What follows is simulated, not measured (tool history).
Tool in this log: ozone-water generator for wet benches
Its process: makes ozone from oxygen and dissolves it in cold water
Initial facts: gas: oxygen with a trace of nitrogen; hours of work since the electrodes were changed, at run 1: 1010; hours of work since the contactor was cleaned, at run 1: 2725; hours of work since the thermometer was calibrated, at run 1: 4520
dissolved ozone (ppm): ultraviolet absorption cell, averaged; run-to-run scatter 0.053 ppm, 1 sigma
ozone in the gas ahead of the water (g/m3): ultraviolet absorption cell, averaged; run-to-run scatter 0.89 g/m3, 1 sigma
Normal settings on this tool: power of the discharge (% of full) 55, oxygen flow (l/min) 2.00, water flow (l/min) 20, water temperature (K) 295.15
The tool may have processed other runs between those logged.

run   hour  power of the discharge (% of full)  oxygen flow (l/min)  water flow (l/min)  water temperature (K)  hours of work since the electrodes were changed  hours of work since the contactor was cleaned  hours of work since the thermometer was calibrated  dissolved ozone (ppm)  ozone in the gas ahead of the water (g/m3)
  1    0.0                                  55                 2.00                  20                 295.15                                             1010                                           2725                                                4520                   7.33                                       170.0
  2   15.8                                  55                 2.00                  20                 295.15                                             1021                                           2737                                                4531                   7.35                                       171.9
  3   39.9                                  55                 2.00                  20                 295.15                                             1039                                           2755                                                4549                   7.38                                       170.0
  4   67.1                                  55                 3.34                  20                 295.15                                             1060                                           2775                                                4570                   7.72                                       126.2
  5   81.3                                  55                 2.00                  20                 295.15                                             1070                                           2785                                                4580                   7.43                                       171.6
      84.4  -- water thermometer calibrated
  6  101.2                                  55                 2.00                  20                 295.15                                             1085                                           2800                                                  12                   7.20                                       169.6
  7  131.3                                  55                 3.56                  20                 295.15                                             1107                                           2822                                                  35                   7.76                                       122.8
  8  162.5                                  43                 2.00                  20                 295.15                                             1130                                           2846                                                  58                   5.91                                       139.6
     167.9  -- water thermometer calibrated, once more
  9  179.4                                  43                 2.00                  20                 295.15                                             1143                                           2858                                                   9                   5.94                                       138.7
 10  195.7                                  42                 2.00                  20                 298.15                                             1155                                           2870                                                  21                   5.66                                       133.6
 11  227.3                                  93                 1.11                  31                 297.15                                             1178                                           2893                                                  44                   6.06                                       375.7
 12  256.0                                  87                 2.22                  15                 299.15                                             1200                                           2915                                                  66                  14.05                                       240.0
 13  275.9                                  84                 1.15                  27                 292.15                                             1214                                           2930                                                  80                   6.71                                       335.2
 14  303.9                                  84                 1.15                  27                 292.15                                             1235                                           2950                                                 101                   6.68                                       338.3
 15  318.7                                  55                 2.00                  17                 295.15                                             1246                                           2961                                                 112                   8.65                                       169.3
 16  334.0                                  65                 1.14                  20                 295.15                                             1258                                           2973                                                 124                   7.46                                       274.8

4 options for the next run, each taken on its own from the tool as it stands now. Forecast them:
  A  353.9                                  63                 1.58                  13                 295.15                                             1272                                           2988                                                 139                      ?                                           ?
  B  353.9                                  52                 1.16                  20                 294.15                                             1272                                           2988                                                 139                      ?                                           ?
  C  353.9                                  62                 1.14                  28                 295.15                                             1272                                           2988                                                 139                      ?                                           ?
  D  353.9                                  55                 3.17                  13                 295.15                                             1272                                           2988                                                 139                      ?                                           ?

run  dissolved ozone (ppm)  ozone in the gas ahead of the water (g/m3)
  A                  12.18                                       217.1
  B                   6.24                                       220.7
  C                   4.82                                       259.5
  D                  11.23                                       130.9
With no hidden state in the tool, these same runs would have given:
run  dissolved ozone (ppm)  ozone in the gas ahead of the water (g/m3)
  A                  12.97                                       220.3
  B                   6.67                                       223.3
  C                   5.18                                       263.2
  D                  11.94                                       132.5
